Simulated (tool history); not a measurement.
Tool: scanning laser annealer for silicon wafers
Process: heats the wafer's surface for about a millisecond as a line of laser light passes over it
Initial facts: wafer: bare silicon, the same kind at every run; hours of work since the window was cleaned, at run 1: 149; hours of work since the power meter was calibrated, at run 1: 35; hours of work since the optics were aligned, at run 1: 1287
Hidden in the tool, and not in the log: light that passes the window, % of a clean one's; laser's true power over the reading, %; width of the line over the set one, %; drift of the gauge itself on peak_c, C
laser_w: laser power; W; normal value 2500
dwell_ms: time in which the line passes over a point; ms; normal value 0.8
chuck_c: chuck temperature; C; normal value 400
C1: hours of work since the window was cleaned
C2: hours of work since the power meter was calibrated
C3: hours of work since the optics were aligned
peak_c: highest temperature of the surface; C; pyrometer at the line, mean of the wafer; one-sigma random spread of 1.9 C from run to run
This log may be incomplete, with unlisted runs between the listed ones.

Run 1, hour 0: usual settings; C1 149; C2 35; C3 1287. Result: peak_c 1131 C.
Run 2, hour 19.3: usual settings but chuck_c 384 C; C1 163; C2 50; C3 1301. Result: peak_c 1114 C.
Run 3, hour 38.4: usual settings but chuck_c 384 C; C1 177; C2 64; C3 1315. Result: peak_c 1113 C.
Run 4, hour 55.9: usual settings but laser_w 2448 W, chuck_c 384 C; C1 190; C2 77; C3 1328. Result: peak_c 1092 C.
Run 5, hour 76.6: usual settings; C1 205; C2 92; C3 1343. Result: peak_c 1128 C.
Run 6, hour 92.9: usual settings; C1 217; C2 104; C3 1355. Result: peak_c 1127 C.
Run 7, hour 114: usual settings but laser_w 2665 W; C1 233; C2 119; C3 1371. Result: peak_c 1184 C.
Run 8, hour 142.7: usual settings but chuck_c 389 C; C1 254; C2 141; C3 1392. Result: peak_c 1113 C.
Run 9, hour 162.1: usual settings but chuck_c 389 C; C1 268; C2 155; C3 1406. Result: peak_c 1112 C.
Run 10, hour 179.7: usual settings but chuck_c 378 C; C1 281; C2 168; C3 1419. Result: peak_c 1100 C.
Run 11, hour 203.8: usual settings but chuck_c 378 C; C1 299; C2 186; C3 1437. Result: peak_c 1098 C.
Run 12, hour 220.8: usual settings but chuck_c 378 C; C1 312; C2 198; C3 1450. Result: peak_c 1097 C.
Run 13, hour 246: usual settings but chuck_c 378 C; C1 330; C2 217; C3 1468. Result: peak_c 1096 C.
Run 14, hour 260.4: usual settings but laser_w 2740 W; C1 341; C2 228; C3 1479. Result: peak_c 1205 C.
Run 15, hour 280.1: usual settings but laser_w 2740 W; C1 356; C2 242; C3 1494. Result: peak_c 1200 C.
Run 16, hour 302: usual settings but laser_w 2740 W; C1 372; C2 258; C3 1510. Result: peak_c 1203 C.
Run 17, hour 326: usual settings but laser_w 2740 W; C1 389; C2 276; C3 1527. Result: peak_c 1204 C.
At hour 333.4: optics aligned, line set to its width.
Run 18, hour 347.8: usual settings but chuck_c 369 C; C1 402; C2 288; C3 11. Result: peak_c 1078 C.
Run 19, hour 363.1: usual settings but chuck_c 369 C; C1 413; C2 300; C3 22. Result: peak_c 1078 C.
Run 20, hour 391.5: usual settings but chuck_c 369 C; C1 434; C2 321; C3 43. Result: peak_c 1076 C.
Run 21, hour 405.1: usual settings but chuck_c 396 C; C1 444; C2 331; C3 53. Result: peak_c 1101 C.
Run 22, hour 431.8: usual settings but laser_w 2442 W, dwell_ms 0.733 ms, chuck_c 389 C; C1 464; C2 350; C3 73. Result: peak_c 1045 C.
At hour 459.1: optics aligned, line set to its width, once more.
Run 23, hour 463: usual settings but laser_w 2442 W, dwell_ms 0.733 ms, chuck_c 389 C; C1 483; C2 370; C3 3. Result: peak_c 1073 C.
Run 24, hour 483: usual settings but dwell_ms 0.714 ms, chuck_c 436 C; C1 498; C2 385; C3 18. Result: peak_c 1121 C.
Run 25, hour 507.7: usual settings but laser_w 2448 W, dwell_ms 0.844 ms, chuck_c 425 C; C1 516; C2 403; C3 36. Result: peak_c 1154 C.
Run 26, hour 530.8: usual settings but dwell_ms 0.836 ms, chuck_c 408 C; C1 533; C2 420; C3 53. Result: peak_c 1152 C.
Run 27, hour 544.6: usual settings but dwell_ms 0.836 ms, chuck_c 408 C; C1 544; C2 430; C3 63. Result: peak_c 1149 C.
Run 28, hour 561.5: usual settings but dwell_ms 0.836 ms, chuck_c 408 C; C1 556; C2 443; C3 76. Result: peak_c 1150 C.
Run 29, hour 590.4: usual settings but laser_w 2242 W, dwell_ms 0.836 ms, chuck_c 440 C; C1 577; C2 464; C3 97. Result: peak_c 1088 C.
Run 30, hour 614.6: usual settings but laser_w 2481 W, dwell_ms 0.795 ms, chuck_c 418 C; C1 595; C2 482; C3 115. Result: peak_c 1133 C.
Run 31, hour 639.3: usual settings but laser_w 2481 W, dwell_ms 0.795 ms, chuck_c 418 C; C1 614; C2 500; C3 133. Result: peak_c 1134 C.
Run 32, hour 653.4: usual settings but laser_w 2481 W, dwell_ms 0.795 ms, chuck_c 418 C; C1 624; C2 511; C3 144. Result: peak_c 1130 C.
Run 33, hour 673.4: usual settings but laser_w 2262 W, dwell_ms 0.9 ms, chuck_c 363 C; C1 639; C2 525; C3 158. Result: peak_c 1044 C.
Run 34, hour 691.2: usual settings but laser_w 2262 W, dwell_ms 0.9 ms, chuck_c 363 C; C1 652; C2 538; C3 171. Result: peak_c 1041 C.
Run 35, hour 719.1: usual settings but laser_w 2262 W, dwell_ms 0.9 ms, chuck_c 363 C; C1 672; C2 559; C3 192. Result: peak_c 1039 C.
Run 36, hour 737.4: usual settings but laser_w 2262 W, dwell_ms 0.9 ms, chuck_c 363 C; C1 686; C2 573; C3 206. Result: peak_c 1041 C.
Run 37, hour 755.8: usual settings but laser_w 2464 W, dwell_ms 0.633 ms, chuck_c 432 C; C1 700; C2 586; C3 219. Result: peak_c 1055 C.
At hour 764.7: window over the wafer cleaned.
Run 38, hour 781: usual settings but laser_w 2464 W, dwell_ms 0.633 ms, chuck_c 432 C; C1 12; C2 603; C3 236. Result: peak_c 1083 C.
Run 39, hour 810.6: usual settings but dwell_ms 0.631 ms, chuck_c 366 C; C1 34; C2 625; C3 258. Result: peak_c 1025 C.
Run 40, hour 837.5: usual settings but laser_w 2599 W, dwell_ms 0.987 ms, chuck_c 403 C; C1 54; C2 645; C3 278. Result: peak_c 1281 C.
Run 41, hour 861.4: usual settings but laser_w 2599 W, dwell_ms 0.987 ms, chuck_c 386 C; C1 71; C2 663; C3 296. Result: peak_c 1264 C.
Run 42, hour 885.6: usual settings but laser_w 2599 W, dwell_ms 0.987 ms, chuck_c 386 C; C1 89; C2 681; C3 314. Result: peak_c 1261 C.

Across each entry between runs, compare the hidden state at the last listed run before it with the hidden state at the first listed run after it:
After run 17, before run 18: optics aligned, line set to its width (hour 333.4)
  light that passes the window, % of a clean one's: 97.66 -> 97.61; laser's true power over the reading, %: -0.04 -> -0.05; width of the line over the set one, %: 3.84 -> 5.12
  measured less the result without the state, peak_c: -47 -> -48 C
After run 22, before run 23: optics aligned, line set to its width, once more (hour 459.1)
  light that passes the window, % of a clean one's: 97.32 -> 97.24; width of the line over the set one, %: 5.27 -> 0.08
  measured less the result without the state, peak_c: -48 -> -25 C
After run 37, before run 38: window over the wafer cleaned (hour 764.7)
  light that passes the window, % of a clean one's: 96.24 -> 99.79; width of the line over the set one, %: 0.6 -> 0.64
  measured less the result without the state, peak_c: -35 -> -6 C
